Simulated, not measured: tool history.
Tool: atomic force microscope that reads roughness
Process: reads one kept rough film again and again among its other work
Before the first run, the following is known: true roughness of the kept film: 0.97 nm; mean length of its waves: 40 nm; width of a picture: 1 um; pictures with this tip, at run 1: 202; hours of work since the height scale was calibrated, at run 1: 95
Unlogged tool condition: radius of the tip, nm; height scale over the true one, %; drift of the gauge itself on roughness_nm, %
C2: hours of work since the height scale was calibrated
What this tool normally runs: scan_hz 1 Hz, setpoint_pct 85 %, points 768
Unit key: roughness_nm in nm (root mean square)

run 1 hour=0 | scan_hz=1 setpoint_pct=85 points=768 | pictures_with_this_tip=202 C2=95 | roughness_nm=0.881
run 2 hour=8.7 | scan_hz=1 setpoint_pct=85 points=768 | pictures_with_this_tip=210 C2=100 | roughness_nm=0.88
run 3 hour=17.7 | scan_hz=1 setpoint_pct=85 points=768 | pictures_with_this_tip=217 C2=104 | roughness_nm=0.882
run 4 hour=27.1 | scan_hz=1 setpoint_pct=85 points=395 | pictures_with_this_tip=225 C2=109 | roughness_nm=0.876
run 5 hour=36.2 | scan_hz=1 setpoint_pct=85 points=395 | pictures_with_this_tip=232 C2=114 | roughness_nm=0.88
run 6 hour=43.9 | scan_hz=1 setpoint_pct=85 points=395 | pictures_with_this_tip=238 C2=118 | roughness_nm=0.875
run 7 hour=54.2 | scan_hz=1 setpoint_pct=85 points=395 | pictures_with_this_tip=247 C2=123 | roughness_nm=0.876
run 8 hour=60.7 | scan_hz=3.62 setpoint_pct=85 points=395 | pictures_with_this_tip=252 C2=127 | roughness_nm=0.752
run 9 hour=67.8 | scan_hz=3.62 setpoint_pct=85 points=927 | pictures_with_this_tip=258 C2=131 | roughness_nm=0.754
run 10 hour=78.5 | scan_hz=3.62 setpoint_pct=85 points=927 | pictures_with_this_tip=266 C2=136 | roughness_nm=0.756
run 11 hour=85.9 | scan_hz=3.62 setpoint_pct=85 points=927 | pictures_with_this_tip=272 C2=140 | roughness_nm=0.749
run 12 hour=96.4 | scan_hz=1 setpoint_pct=85 points=768 | pictures_with_this_tip=281 C2=146 | roughness_nm=0.874
run 13 hour=108 | scan_hz=1 setpoint_pct=85 points=768 | pictures_with_this_tip=290 C2=152 | roughness_nm=0.876
run 14 hour=116.7 | scan_hz=1 setpoint_pct=85 points=768 | pictures_with_this_tip=298 C2=156 | roughness_nm=0.876
run 15 hour=123.7 | scan_hz=0.73 setpoint_pct=85 points=768 | pictures_with_this_tip=303 C2=160 | roughness_nm=0.889
run 16 hour=129 | scan_hz=0.73 setpoint_pct=85 points=299 | pictures_with_this_tip=308 C2=163 | roughness_nm=0.885
run 17 hour=138.3 | scan_hz=0.7 setpoint_pct=85 points=299 | pictures_with_this_tip=315 C2=168 | roughness_nm=0.888
run 18 hour=144.7 | scan_hz=1 setpoint_pct=65 points=768 | pictures_with_this_tip=320 C2=171 | roughness_nm=0.915
run 19 hour=152.5 | scan_hz=1 setpoint_pct=65 points=768 | pictures_with_this_tip=327 C2=175 | roughness_nm=0.913
run 20 hour=160 | scan_hz=1 setpoint_pct=84 points=768 | pictures_with_this_tip=333 C2=179 | roughness_nm=0.877
run 21 hour=167.3 | scan_hz=1.03 setpoint_pct=75 points=557 | pictures_with_this_tip=339 C2=183 | roughness_nm=0.894
run 22 hour=172.5 | scan_hz=1.03 setpoint_pct=75 points=557 | pictures_with_this_tip=343 C2=186 | roughness_nm=0.891
run 23 hour=180.6 | scan_hz=3.88 setpoint_pct=86 points=361 | pictures_with_this_tip=350 C2=190 | roughness_nm=0.727
run 24 hour=188.5 | scan_hz=3.88 setpoint_pct=56 points=890 | pictures_with_this_tip=356 C2=194 | roughness_nm=0.887
run 25 hour=196.3 | scan_hz=1.46 setpoint_pct=74 points=833 | pictures_with_this_tip=362 C2=198 | roughness_nm=0.88
-- hour=200.3 new tip fitted
run 26 hour=202.8 | scan_hz=1.36 setpoint_pct=85 points=768 | pictures_with_this_tip=2 C2=201 | roughness_nm=0.877
run 27 hour=214.4 | scan_hz=1.67 setpoint_pct=60 points=768 | pictures_with_this_tip=12 C2=207 | roughness_nm=0.935
run 28 hour=226.1 | scan_hz=1.67 setpoint_pct=60 points=975 | pictures_with_this_tip=21 C2=214 | roughness_nm=0.932
run 29 hour=237.6 | scan_hz=3.21 setpoint_pct=68 points=975 | pictures_with_this_tip=31 C2=220 | roughness_nm=0.879
run 30 hour=245.2 | scan_hz=3.21 setpoint_pct=68 points=975 | pictures_with_this_tip=37 C2=224 | roughness_nm=0.883
run 31 hour=257.1 | scan_hz=1.24 setpoint_pct=68 points=467 | pictures_with_this_tip=47 C2=230 | roughness_nm=0.925

What differs in the tool's unlogged condition from the final listed run ahead of each entry between runs to the first listed run following it?
Logged between run 25 and run 26: new tip fitted (hour 200.3)
  radius of the tip, nm: 18.3 -> 5.4
  measured minus no-state result, roughness_nm: -0.026 -> +0.001 nm (root mean square)

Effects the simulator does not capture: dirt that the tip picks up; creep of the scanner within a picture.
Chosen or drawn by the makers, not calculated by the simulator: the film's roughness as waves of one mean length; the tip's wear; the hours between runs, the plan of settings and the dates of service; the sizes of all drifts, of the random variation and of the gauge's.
